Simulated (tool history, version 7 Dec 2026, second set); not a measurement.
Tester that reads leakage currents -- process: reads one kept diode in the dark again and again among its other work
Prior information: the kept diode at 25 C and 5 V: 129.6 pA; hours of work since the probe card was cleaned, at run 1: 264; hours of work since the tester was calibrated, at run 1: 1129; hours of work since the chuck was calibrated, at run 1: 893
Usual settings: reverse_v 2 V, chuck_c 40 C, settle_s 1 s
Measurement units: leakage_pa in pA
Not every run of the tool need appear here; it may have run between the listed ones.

run,hour,reverse_v,chuck_c,settle_s,hours of work since the probe card was cleaned,hours of work since the tester was calibrated,hours of work since the chuck was calibrated,leakage_pa
1,0,2,40,1,264,1129,893,252.61
2,17.9,2,40,1,277,1142,906,253.2
3,46.7,2,40,1,299,1164,928,252.49
4,65.5,2,40,1,313,1178,943,252.46
5,100.4,2,25,1,340,1205,969,89.41
6,136.7,2,48,1,367,1232,996,430.03
7,156.8,2.54,40,1,382,1248,1012,291.69
8,192.6,4.31,40,1,410,1275,1039,393.41
9,230.3,4.31,40,1,438,1303,1067,395.14
10,252.2,4.31,40,1,455,1320,1084,395.9
11,280.7,1.93,41,1,476,1341,1105,270.92
12,298.1,1.02,28,1.18,489,1355,1119,78.33
13,329.3,1.02,28,1.18,513,1378,1142,78.86
14,361.2,1.02,28,1.18,537,1402,1166,78.74
15,378.8,1.02,28,1.18,551,1416,1180,78.89
16,408,1.02,28,1.18,573,1438,1202,79
17,435.9,2,22,0.46,594,1459,1223,75.64
18,456.7,1.71,24,0.93,610,1475,1239,79.52
19,488.9,1.71,24,0.93,634,1499,1263,79.88

Below are 4 alternative next runs, each starting from the tool's condition after run 19. Predict each:
A,525.4,1.71,24,1.24,662,1527,1291,?
B,525.4,5.62,24,0.93,662,1527,1291,?
C,525.4,1.71,37,0.93,662,1527,1291,?
D,525.4,4.4,24,0.93,662,1527,1291,?

run,leakage_pa
A,80.22
B,157.13
C,199.56
D,136.63
With no hidden state in the tool, these same runs would have given:
run,leakage_pa
A,67.22
B,131.02
C,170.13
D,114.09

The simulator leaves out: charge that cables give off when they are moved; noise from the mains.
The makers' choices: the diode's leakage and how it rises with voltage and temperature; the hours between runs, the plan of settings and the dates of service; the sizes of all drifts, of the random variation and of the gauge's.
